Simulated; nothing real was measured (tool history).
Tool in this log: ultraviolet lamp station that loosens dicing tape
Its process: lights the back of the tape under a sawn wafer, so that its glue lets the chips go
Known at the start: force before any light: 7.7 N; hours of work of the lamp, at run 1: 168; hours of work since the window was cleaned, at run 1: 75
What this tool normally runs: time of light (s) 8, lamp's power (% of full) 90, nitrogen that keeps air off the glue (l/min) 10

run,day,time of light (s),lamp's power (% of full),nitrogen that keeps air off the glue (l/min),hours of work of the lamp,hours of work since the window was cleaned,force that peels the tape off (N),light that reached the tape (mJ/cm²)
1,0.000,8,90,10,168,75,0.263,596
2,0.362,8,90,10,173,80,0.266,601
3,0.688,8,90,10,178,85,0.257,609
4,1.046,8,90,10,184,90,0.250,600
5,1.271,8,90,10,187,94,0.264,595
6,1.600,8,93,10,192,99,0.238,618
7,1.967,8,93,10,197,104,0.240,616
8,2.375,5,90,10,204,110,0.759,377
9,2.708,5,90,10,209,115,0.736,376
10,3.117,5,90,10,215,122,0.742,373
11,3.533,5,90,9,221,128,0.813,376
12,3.921,8,63,9,227,134,0.638,423
13,4.158,5,65,5,230,137,2.038,270
14,4.350,9,69,10,233,140,0.371,512
15,4.621,13,95,14,237,144,0.124,1029
16,4.862,12,61,5,241,148,0.471,610
17,5.167,12,61,5,245,152,0.465,605

What if the next run were any one of these 3? Each begins from the tool's condition after run 17:
A,5.367,4,61,5,248,155,?,?
B,5.367,6,90,10,248,155,?,?
C,5.367,5,85,4,248,155,?,?

run,force that peels the tape off (N),light that reached the tape (mJ/cm²)
A,2.755,201
B,0.510,455
C,1.631,355
Had the tool no hidden state, the same runs would have come out as:
run,force that peels the tape off (N),light that reached the tape (mJ/cm²)
A,2.754,201
B,0.509,455
C,1.630,355
